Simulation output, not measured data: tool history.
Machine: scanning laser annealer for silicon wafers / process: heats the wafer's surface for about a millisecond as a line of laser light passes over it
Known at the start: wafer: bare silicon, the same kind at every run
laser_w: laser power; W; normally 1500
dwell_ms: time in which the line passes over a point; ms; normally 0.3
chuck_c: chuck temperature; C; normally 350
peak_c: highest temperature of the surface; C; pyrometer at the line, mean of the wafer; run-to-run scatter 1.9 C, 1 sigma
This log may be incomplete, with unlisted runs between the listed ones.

run   hour  laser_w  dwell_ms  chuck_c  peak_c
  1      0     1500       0.3      350    1121
  2   19.7     1500       0.3      350    1122
      26.2  -- optics aligned, line set to its width
  3   40.9     1500       0.3      320    1107
  4   68.7     1500       0.3      320    1108
  5   91.4     1500       0.3      320    1109
  6  109.9     1500       0.3      320    1107
  7  137.5     1439       0.3      320    1066
  8  160.6     1520       0.3      320    1117
       187  -- window over the wafer cleaned
  9  187.6     1520       0.3      320    1134
 10  215.4     1500       0.3      350    1153

Run 11, settings as shown, results not yet in. Your forecast:
 11   230     1500       0.3      350       ?

{"run 11": {"peak_c": 1150}}
If the tool had no hidden condition, the same run with the same run-to-run variation would have returned peak_c 1158 C.

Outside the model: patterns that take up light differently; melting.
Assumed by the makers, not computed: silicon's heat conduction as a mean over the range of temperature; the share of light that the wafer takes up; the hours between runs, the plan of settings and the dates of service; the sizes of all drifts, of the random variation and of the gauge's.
